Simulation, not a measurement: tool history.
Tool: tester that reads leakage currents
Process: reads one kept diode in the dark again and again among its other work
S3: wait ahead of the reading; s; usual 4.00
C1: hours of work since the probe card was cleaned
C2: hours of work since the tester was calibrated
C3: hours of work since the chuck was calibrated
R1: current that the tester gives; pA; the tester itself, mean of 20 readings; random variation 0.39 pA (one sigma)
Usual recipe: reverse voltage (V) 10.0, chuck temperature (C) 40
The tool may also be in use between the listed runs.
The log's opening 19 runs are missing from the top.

Run 20, hour 736.6: usual settings; C1 965; C2 563; C3 1498. Result: R1 140.27 pA.
Run 21, hour 761.9: usual settings; C1 976; C2 574; C3 1509. Result: R1 140.38 pA.
Run 22, hour 821.0: usual settings; C1 1003; C2 601; C3 1535. Result: R1 140.65 pA.
Run 23, hour 862.3: usual settings but reverse voltage (V) 2.9, chuck temperature (C) 44; C1 1021; C2 619; C3 1554. Result: R1 105.05 pA.
Run 24, hour 896.4: usual settings but reverse voltage (V) 2.9, chuck temperature (C) 44; C1 1036; C2 634; C3 1569. Result: R1 105.43 pA.
Run 25, hour 924.6: usual settings but S3 1.58 s; C1 1049; C2 647; C3 1582. Result: R1 141.68 pA.
Run 26, hour 952.4: usual settings but reverse voltage (V) 11.8, chuck temperature (C) 33, S3 1.58 s; C1 1061; C2 659; C3 1594. Result: R1 96.23 pA.
Run 27, hour 992.1: usual settings but reverse voltage (V) 11.8, chuck temperature (C) 33, S3 1.58 s; C1 1079; C2 677; C3 1612. Result: R1 97.27 pA.
Run 28, hour 1024.8: usual settings but reverse voltage (V) 11.8, chuck temperature (C) 33, S3 1.58 s; C1 1094; C2 691; C3 1626. Result: R1 97.04 pA.
Run 29, hour 1050.4: usual settings but reverse voltage (V) 11.8, chuck temperature (C) 33, S3 1.58 s; C1 1105; C2 703; C3 1638. Result: R1 97.31 pA.
Run 30, hour 1095.8: usual settings but chuck temperature (C) 57, S3 1.10 s; C1 1125; C2 723; C3 1658. Result: R1 438.19 pA.
Run 31, hour 1132.6: usual settings but reverse voltage (V) 4.0, chuck temperature (C) 57, S3 6.48 s; C1 1142; C2 740; C3 1674. Result: R1 289.73 pA.
Run 32, hour 1181.9: usual settings but reverse voltage (V) 13.4, chuck temperature (C) 51, S3 3.65 s; C1 1164; C2 762; C3 1696. Result: R1 337.79 pA.
Run 33, hour 1225.3: usual settings but reverse voltage (V) 13.4, chuck temperature (C) 51, S3 3.65 s; C1 1183; C2 781; C3 1716. Result: R1 340.41 pA.
Run 34, hour 1263.1: usual settings but reverse voltage (V) 2.7, chuck temperature (C) 47, S3 9.23 s; C1 1200; C2 798; C3 1733. Result: R1 125.60 pA.
Run 35, hour 1309.3: usual settings but reverse voltage (V) 2.9, chuck temperature (C) 30, S3 0.94 s; C1 1221; C2 818; C3 1753. Result: R1 40.16 pA.
Run 36, hour 1359.7: usual settings but reverse voltage (V) 2.9, chuck temperature (C) 30, S3 0.94 s; C1 1243; C2 841; C3 1776. Result: R1 40.46 pA.
Run 37, hour 1386.5: usual settings but reverse voltage (V) 2.1, chuck temperature (C) 50, S3 1.91 s; C1 1255; C2 853; C3 1788. Result: R1 138.84 pA.
Run 38, hour 1421.4: usual settings but S3 0.74 s; C1 1271; C2 869; C3 1803. Result: R1 146.49 pA.
Run 39, hour 1462.9: usual settings but reverse voltage (V) 16.3, chuck temperature (C) 24, S3 0.38 s; C1 1289; C2 887; C3 1822. Result: R1 78.35 pA.
Run 40, hour 1499.3: usual settings but reverse voltage (V) 6.0, chuck temperature (C) 34, S3 2.17 s; C1 1305; C2 903; C3 1838. Result: R1 75.39 pA.
Run 41, hour 1532.1: usual settings but chuck temperature (C) 26, S3 3.38 s; C1 1320; C2 918; C3 1853. Result: R1 57.61 pA.

Alternative continuations, all from the tool just after run 41; predict every row:
Run A, hour 1573.0: usual settings but chuck temperature (C) 29; C1 1338; C2 936; C3 1871. Result: R1 ?.
Run B, hour 1573.0: usual settings but reverse voltage (V) 4.8, chuck temperature (C) 26, S3 0.49 s; C1 1338; C2 936; C3 1871. Result: R1 ?.
Run C, hour 1573.0: usual settings but S3 3.38 s; C1 1338; C2 936; C3 1871. Result: R1 ?.

run      R1
  A   69.63
  B   41.72
  C  143.56
With the hidden condition removed and each run's random variation left untouched, the same runs would have given:
run      R1
  A   56.20
  B   35.00
  C  127.58
